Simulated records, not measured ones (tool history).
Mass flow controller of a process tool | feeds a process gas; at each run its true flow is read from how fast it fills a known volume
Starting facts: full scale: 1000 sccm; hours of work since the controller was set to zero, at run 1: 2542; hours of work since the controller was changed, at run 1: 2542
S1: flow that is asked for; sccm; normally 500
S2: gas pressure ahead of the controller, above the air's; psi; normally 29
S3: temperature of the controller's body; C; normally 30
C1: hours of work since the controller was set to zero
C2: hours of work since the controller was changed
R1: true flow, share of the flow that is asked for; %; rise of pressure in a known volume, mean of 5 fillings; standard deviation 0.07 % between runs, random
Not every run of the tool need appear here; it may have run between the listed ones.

| run | hour | S1 | S2 | S3 | C1 | C2 | R1 |
|---|---|---|---|---|---|---|---|
| 1 | 0 | 500 | 29 | 30 | 2542 | 2542 | 99.07 |
| 2 | 206.4 | 500 | 29 | 30 | 2663 | 2663 | 99.09 |
| 3 | 412.9 | 500 | 29 | 30 | 2785 | 2785 | 98.9 |
| 4 | 768.8 | 500 | 29 | 31 | 2994 | 2994 | 98.73 |
| 5 | 1129.3 | 500 | 29.3 | 30 | 3206 | 3206 | 98.8 |
| 6 | 1430.3 | 500 | 29.3 | 30 | 3383 | 3383 | 98.59 |
| 7 | 1847.8 | 500 | 29.3 | 30 | 3628 | 3628 | 98.57 |
| 8 | 2257.9 | 500 | 29.3 | 27 | 3869 | 3869 | 98.7 |
| 9 | 2675.3 | 579 | 29 | 30 | 4114 | 4114 | 98.33 |
| 10 | 2929.5 | 500 | 28 | 30 | 4263 | 4263 | 98.01 |
| 11 | 3229.4 | 500 | 28 | 30 | 4440 | 4440 | 98 |
| 12 | 3680.6 | 500 | 29 | 30 | 4705 | 4705 | 97.81 |
| 13 | 4082.9 | 169 | 29 | 30 | 4941 | 4941 | 97.56 |
| 14 | 4296.4 | 169 | 29 | 30 | 5066 | 5066 | 97.5 |
| 15 | 4724.8 | 169 | 29 | 30 | 5318 | 5318 | 97.37 |
| 16 | 5169.7 | 169 | 29 | 30 | 5580 | 5580 | 97.2 |
| 17 | 5466.6 | 169 | 29 | 30 | 5754 | 5754 | 97.1 |
| 18 | 5744.6 | 366 | 29 | 30 | 5917 | 5917 | 97.16 |
| 19 | 6019.4 | 500 | 21 | 30 | 6079 | 6079 | 96.8 |
| 20 | 6367 | 500 | 21 | 30 | 6283 | 6283 | 96.71 |
| 21 | 6728.6 | 500 | 21 | 30 | 6495 | 6495 | 96.62 |
| 22 | 6916.1 | 500 | 29 | 35 | 6606 | 6606 | 96.29 |
| 23 | 7320.4 | 593 | 29 | 30 | 6843 | 6843 | 96.77 |
| 24 | 7556.3 | 593 | 29 | 30 | 6982 | 6982 | 96.77 |
|  | 7975.3 | gauge calibrated |
| 25 | 7997.7 | 500 | 21.9 | 37 | 7241 | 7241 | 98.02 |
|  | 8129 | controller's zero set anew |
| 26 | 8183.8 | 285 | 26 | 37 | 32 | 7350 | 97.96 |
| 27 | 8584 | 219 | 23.1 | 30 | 267 | 7585 | 98.44 |
| 28 | 8990.8 | 219 | 23.1 | 30 | 506 | 7824 | 98.31 |
| 29 | 9186.1 | 500 | 24.2 | 30 | 621 | 7939 | 98.39 |
| 30 | 9391.5 | 223 | 25.5 | 30 | 742 | 8060 | 98.35 |
| 31 | 9587.3 | 223 | 25.5 | 30 | 857 | 8175 | 98.21 |
| 32 | 10033.9 | 270 | 35.1 | 30 | 1119 | 8437 | 98.34 |
| 33 | 10357.2 | 270 | 34.7 | 30 | 1309 | 8627 | 98.4 |
| 34 | 10691.3 | 500 | 25.2 | 30 | 1505 | 8823 | 98.03 |
| 35 | 11004.2 | 987 | 29 | 30 | 1689 | 9007 | 98.58 |
| 36 | 11255.2 | 613 | 21.3 | 30 | 1837 | 9155 | 97.75 |
| 37 | 11577 | 613 | 21.3 | 30 | 2026 | 9344 | 97.53 |
| 38 | 11786.9 | 500 | 28.9 | 30 | 2149 | 9467 | 97.83 |
| 39 | 12009.8 | 500 | 28.9 | 30 | 2280 | 9598 | 97.79 |
| 40 | 12289.4 | 500 | 28.9 | 30 | 2444 | 9762 | 97.65 |
| 41 | 12518 | 112 | 25.8 | 20 | 2579 | 9897 | 98.17 |
| 42 | 12887.3 | 121 | 22.2 | 38 | 2796 | 10114 | 96.15 |
| 43 | 13182.6 | 121 | 22.2 | 38 | 2969 | 10287 | 96.06 |
| 44 | 13386.6 | 500 | 31.8 | 30 | 3089 | 10407 | 97.34 |
| 45 | 13629.9 | 132 | 29 | 38 | 3232 | 10550 | 96.11 |
| 46 | 13837.2 | 690 | 23.6 | 29 | 3354 | 10672 | 97.12 |
| 47 | 14260.4 | 690 | 34.2 | 29 | 3602 | 10920 | 97.55 |
| 48 | 14643.2 | 227 | 33.5 | 30 | 3827 | 11145 | 97.04 |

Below, each run's measurement less what the same run would have read without the hidden state. Both values contain the same run-to-run variation, but the gauge's scatter may not be the same in both:
What the log doesn't record here: flow at rest that the sensor doesn't see, % of full scale; true flow over the shown one, %; drift of the gauge itself on true_pct, %.
| run | R1 |
|---|---|
| 1 | +0 |
| 2 | -0.06 |
| 3 | -0.13 |
| 4 | -0.25 |
| 5 | -0.36 |
| 6 | -0.45 |
| 7 | -0.58 |
| 8 | -0.72 |
| 9 | -0.85 |
| 10 | -0.94 |
| 11 | -1.03 |
| 12 | -1.17 |
| 13 | -1.29 |
| 14 | -1.36 |
| 15 | -1.5 |
| 16 | -1.64 |
| 17 | -1.73 |
| 18 | -1.83 |
| 19 | -1.91 |
| 20 | -2.03 |
| 21 | -2.14 |
| 22 | -2.2 |
| 23 | -2.34 |
| 24 | -2.41 |
| 25 | +0.01 |
| 26 | -0.07 |
| 27 | -0.18 |
| 28 | -0.32 |
| 29 | -0.39 |
| 30 | -0.44 |
| 31 | -0.51 |
| 32 | -0.65 |
| 33 | -0.76 |
| 34 | -0.86 |
| 35 | -0.97 |
| 36 | -1.04 |
| 37 | -1.14 |
| 38 | -1.21 |
| 39 | -1.28 |
| 40 | -1.37 |
| 41 | -1.45 |
| 42 | -1.54 |
| 43 | -1.62 |
| 44 | -1.72 |
| 45 | -1.78 |
| 46 | -1.87 |
| 47 | -2.02 |
| 48 | -2.12 |
